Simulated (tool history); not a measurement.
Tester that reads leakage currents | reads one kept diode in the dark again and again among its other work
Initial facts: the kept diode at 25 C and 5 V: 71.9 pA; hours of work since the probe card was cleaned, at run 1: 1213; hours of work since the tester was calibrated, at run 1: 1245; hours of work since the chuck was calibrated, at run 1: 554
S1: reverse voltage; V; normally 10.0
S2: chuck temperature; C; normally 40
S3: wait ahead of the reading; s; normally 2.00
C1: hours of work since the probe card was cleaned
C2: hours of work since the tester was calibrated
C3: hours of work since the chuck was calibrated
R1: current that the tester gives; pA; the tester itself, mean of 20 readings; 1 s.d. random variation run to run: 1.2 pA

run,hour,S1,S2,S3,C1,C2,C3,R1
1,0.0,10.0,40,2.00,1213,1245,554,452.91
2,24.9,10.0,40,2.00,1229,1261,569,455.41
3,64.1,10.0,36,2.00,1254,1286,594,328.85
4,110.0,10.0,40,2.00,1283,1315,623,460.73
5,140.1,12.1,40,2.00,1302,1334,642,515.46
6,182.8,10.0,29,2.00,1329,1361,669,187.01
7,232.0,10.0,40,5.41,1360,1392,700,470.97
8,267.0,18.5,40,5.41,1382,1414,723,671.51
9,297.6,10.0,22,2.00,1402,1433,742,106.72
10,323.5,10.0,22,2.00,1418,1450,758,106.97
# hour 330.1: chuck's temperature calibrated
11,358.9,10.0,22,2.00,1439,1471,18,112.61
12,406.3,10.0,40,2.00,1469,1501,48,498.75
13,433.8,10.0,40,2.00,1486,1518,66,500.53
14,468.3,10.0,40,7.57,1508,1540,87,502.34
15,496.4,10.0,40,3.37,1526,1558,105,506.52
16,530.2,3.8,30,1.50,1547,1579,127,125.75
17,566.1,10.3,25,2.00,1570,1602,149,151.62
18,598.5,10.3,41,9.07,1591,1623,170,561.16
19,635.0,10.3,41,9.07,1614,1646,193,561.29
# hour 639.2: chuck's temperature calibrated, once more
20,687.0,4.9,29,2.02,1645,1677,30,108.12
21,724.7,16.2,44,3.38,1669,1701,54,761.63
22,769.4,5.1,40,0.59,1697,1729,82,280.28
23,802.0,15.7,37,1.83,1718,1750,103,431.52
24,830.8,15.7,37,1.83,1736,1768,121,427.55
25,869.0,1.2,21,0.80,1760,1792,145,24.26
26,921.2,1.2,21,0.80,1793,1825,178,24.46
27,953.1,1.8,36,7.83,1814,1846,199,111.79

Alternative continuations, all from the tool just after run 27; predict every row:
A,997.3,2.8,40,1.48,1842,1874,226,?
B,997.3,14.3,40,0.68,1842,1874,226,?
C,997.3,16.3,40,0.73,1842,1874,226,?

run,R1
A,203.33
B,528.90
C,572.97
With the hidden condition removed and each run's random variation left untouched, the same runs would have given:
run,R1
A,194.37
B,494.55
C,534.41

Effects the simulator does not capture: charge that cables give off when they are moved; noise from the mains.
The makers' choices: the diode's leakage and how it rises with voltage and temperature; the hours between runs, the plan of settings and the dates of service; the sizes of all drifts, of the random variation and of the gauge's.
